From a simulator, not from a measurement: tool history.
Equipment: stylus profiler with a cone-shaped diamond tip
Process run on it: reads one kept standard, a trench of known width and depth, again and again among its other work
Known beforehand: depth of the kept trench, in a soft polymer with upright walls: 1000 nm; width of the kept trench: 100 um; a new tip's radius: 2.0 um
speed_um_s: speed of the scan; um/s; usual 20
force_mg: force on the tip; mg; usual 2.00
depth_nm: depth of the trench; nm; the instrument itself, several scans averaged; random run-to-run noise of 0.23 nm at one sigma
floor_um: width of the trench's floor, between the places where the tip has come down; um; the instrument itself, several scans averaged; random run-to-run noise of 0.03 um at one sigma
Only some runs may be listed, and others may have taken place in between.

run	hour	speed_um_s	force_mg	depth_nm	floor_um
1	0.0	20	2.00	1006.12	95.58
2	33.8	20	2.00	1006.92	95.55
3	52.4	20	0.95	1002.91	95.50
4	84.9	20	2.00	1006.24	95.50
5	113.7	20	2.00	1006.33	95.54
6	143.2	20	2.00	1005.99	95.43
7	162.6	20	4.14	1012.46	95.50
8	182.4	20	2.04	1006.37	95.45
9	218.5	20	2.04	1006.64	95.41
10	239.1	20	2.00	1005.85	95.42
11	269.4	20	2.00	1006.07	95.34
12	285.5	20	2.00	1006.01	95.34
13	310.6	20	2.11	1006.23	95.33
14	339.1	19	1.47	1003.50	95.32
15	365.3	73	3.45	1009.74	95.15
16	381.3	73	3.45	1010.23	95.08
17	404.7	15	0.98	1002.12	95.23
18	429.6	6	1.93	1005.17	95.30
19	458.0	6	1.93	1005.03	95.30
20	493.1	8	3.58	1009.94	95.23
21	518.4	23	2.40	1006.34	95.21
22	545.0	15	1.35	1003.10	95.17
23	561.0	77	0.90	1001.09	94.53
24	578.2	18	3.54	1009.56	95.10
25	598.7	9	2.56	1006.80	95.15

Consider 5 possible next runs. They are alternatives, not a sequence: every one starts from the tool as it was left by run 25. What does each give?
A	627.0	9	3.95	?	?
B	627.0	73	1.10	?	?
C	627.0	7	2.00	?	?
D	627.0	34	2.16	?	?
E	627.0	22	1.49	?	?

run	depth_nm	floor_um
A	1010.29	95.15
B	1002.32	94.61
C	1004.71	95.16
D	1005.03	94.99
E	1003.28	95.03
Without the tool's unlogged condition, the same runs would have read:
run	depth_nm	floor_um
A	1014.81	96.49
B	1006.80	95.96
C	1009.21	96.50
D	1009.53	96.33
E	1007.77	96.38
